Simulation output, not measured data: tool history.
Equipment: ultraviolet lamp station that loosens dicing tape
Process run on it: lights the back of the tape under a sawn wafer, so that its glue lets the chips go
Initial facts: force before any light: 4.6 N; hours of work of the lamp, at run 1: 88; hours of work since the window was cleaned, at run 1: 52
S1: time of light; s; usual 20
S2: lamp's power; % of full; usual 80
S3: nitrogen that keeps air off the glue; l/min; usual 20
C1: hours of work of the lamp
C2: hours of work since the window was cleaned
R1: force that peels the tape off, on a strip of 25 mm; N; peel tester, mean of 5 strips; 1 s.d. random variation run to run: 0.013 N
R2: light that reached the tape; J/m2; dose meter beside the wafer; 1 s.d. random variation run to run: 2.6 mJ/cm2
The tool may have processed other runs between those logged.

run 1 hour=0 | S1=20 S2=80 S3=20 | C1=88 C2=52 | R1=0.606 R2=3230
run 2 hour=24.9 | S1=20 S2=80 S3=20 | C1=106 C2=71 | R1=0.603 R2=3250
run 3 hour=41.4 | S1=26 S2=80 S3=20 | C1=118 C2=83 | R1=0.431 R2=4240
run 4 hour=73.6 | S1=26 S2=87 S3=20 | C1=142 C2=107 | R1=0.378 R2=4570
run 5 hour=92.6 | S1=26 S2=87 S3=20 | C1=156 C2=121 | R1=0.368 R2=4550
run 6 hour=124.1 | S1=26 S2=87 S3=20 | C1=179 C2=144 | R1=0.369 R2=4580
run 7 hour=160.4 | S1=12 S2=80 S3=7 | C1=206 C2=171 | R1=1.747 R2=1940
run 8 hour=181.9 | S1=23 S2=80 S3=8 | C1=222 C2=187 | R1=0.807 R2=3700
run 9 hour=218.1 | S1=23 S2=80 S3=8 | C1=249 C2=213 | R1=0.807 R2=3680
run 10 hour=238.5 | S1=20 S2=97 S3=20 | C1=264 C2=229 | R1=0.466 R2=3920
run 11 hour=272.2 | S1=10 S2=97 S3=20 | C1=289 C2=253 | R1=1.231 R2=1950

5 ways to go on from here, each from the tool as it stands after run 11. What would each give?
run A hour=293.1 | S1=31 S2=75 S3=20 | C1=304 C2=269 | R1=? R2=?
run B hour=293.1 | S1=20 S2=80 S3=29 | C1=304 C2=269 | R1=? R2=?
run C hour=293.1 | S1=21 S2=80 S3=20 | C1=304 C2=269 | R1=? R2=?
run D hour=293.1 | S1=15 S2=91 S3=20 | C1=304 C2=269 | R1=? R2=?
run E hour=293.1 | S1=16 S2=97 S3=20 | C1=304 C2=269 | R1=? R2=?

run=A R1=0.368 R2=4660
run=B R1=0.531 R2=3260
run=C R1=0.571 R2=3350
run=D R1=0.774 R2=2740
run=E R1=0.636 R2=3180
Without the tool's unlogged condition, the same runs would have read:
run=A R1=0.367 R2=4660
run=B R1=0.53 R2=3260
run=C R1=0.57 R2=3350
run=D R1=0.773 R2=2740
run=E R1=0.634 R2=3190
